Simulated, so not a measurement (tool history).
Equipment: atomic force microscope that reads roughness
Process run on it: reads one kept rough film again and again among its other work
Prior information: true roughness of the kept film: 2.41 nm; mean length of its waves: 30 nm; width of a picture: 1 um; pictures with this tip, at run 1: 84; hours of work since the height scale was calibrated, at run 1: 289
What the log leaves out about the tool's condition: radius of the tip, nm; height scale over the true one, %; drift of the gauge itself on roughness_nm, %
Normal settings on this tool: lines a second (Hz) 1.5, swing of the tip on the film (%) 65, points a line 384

| run | hour | lines a second (Hz) | swing of the tip on the film (%) | points a line | pictures with this tip | hours of work since the height scale was calibrated | roughness of the kept film (nm (root mean square)) |
|---|---|---|---|---|---|---|---|
| 1 | 0 | 1.5 | 65 | 384 | 84 | 289 | 1.904 |
| 2 | 17.3 | 1.5 | 65 | 384 | 119 | 300 | 1.824 |
|  | 19.1 | new tip fitted |
| 3 | 27.5 | 1.5 | 65 | 384 | 17 | 307 | 2.059 |
| 4 | 39.6 | 1.5 | 65 | 384 | 41 | 315 | 1.995 |
| 5 | 53.4 | 1.5 | 65 | 384 | 69 | 324 | 1.944 |
| 6 | 63.2 | 1.5 | 65 | 384 | 88 | 330 | 1.889 |
|  | 80.4 | new tip fitted |
| 7 | 80.4 | 1.5 | 65 | 384 | 0 | 341 | 2.109 |
| 8 | 94 | 1.5 | 65 | 384 | 27 | 350 | 2.042 |
| 9 | 101.6 | 1.5 | 65 | 384 | 43 | 355 | 2.004 |
| 10 | 111.9 | 0.92 | 65 | 421 | 63 | 362 | 1.998 |
| 11 | 120.7 | 1.49 | 76 | 715 | 81 | 367 | 1.811 |
| 12 | 134.5 | 3.99 | 65 | 599 | 108 | 376 | 1.678 |
|  | 141 | new tip fitted |
| 13 | 148.8 | 1.5 | 65 | 273 | 16 | 385 | 2.036 |
|  | 151.3 | height scale calibrated on a step standard |
| 14 | 165.2 | 1.5 | 65 | 273 | 46 | 9 | 1.956 |
| 15 | 176.3 | 1.5 | 55 | 561 | 68 | 16 | 1.999 |
| 16 | 190.9 | 1.5 | 55 | 561 | 97 | 26 | 1.926 |
|  | 203.2 | new tip fitted |
| 17 | 204.3 | 1.5 | 55 | 561 | 2 | 34 | 2.176 |
| 18 | 212.9 | 1.5 | 55 | 561 | 19 | 40 | 2.132 |

Each row is a separate what-if for the run after 18, all from the same tool condition, not one after another. Results?
|  | 220.7 | height scale calibrated on a step standard, once more |
| A | 230.8 | 1.5 | 56 | 561 | 53 | 7 | ? |
|  | 220.7 | height scale calibrated on a step standard, once more |
| B | 230.8 | 3.17 | 55 | 561 | 53 | 7 | ? |
|  | 220.7 | height scale calibrated on a step standard, once more |
| C | 230.8 | 1.32 | 72 | 384 | 53 | 7 | ? |

| run | roughness of the kept film (nm (root mean square)) |
|---|---|
| A | 2.058 |
| B | 1.996 |
| C | 1.943 |
Had the tool no hidden state, the same runs would have come out as:
| run | roughness of the kept film (nm (root mean square)) |
|---|---|
| A | 2.182 |
| B | 2.116 |
| C | 2.06 |
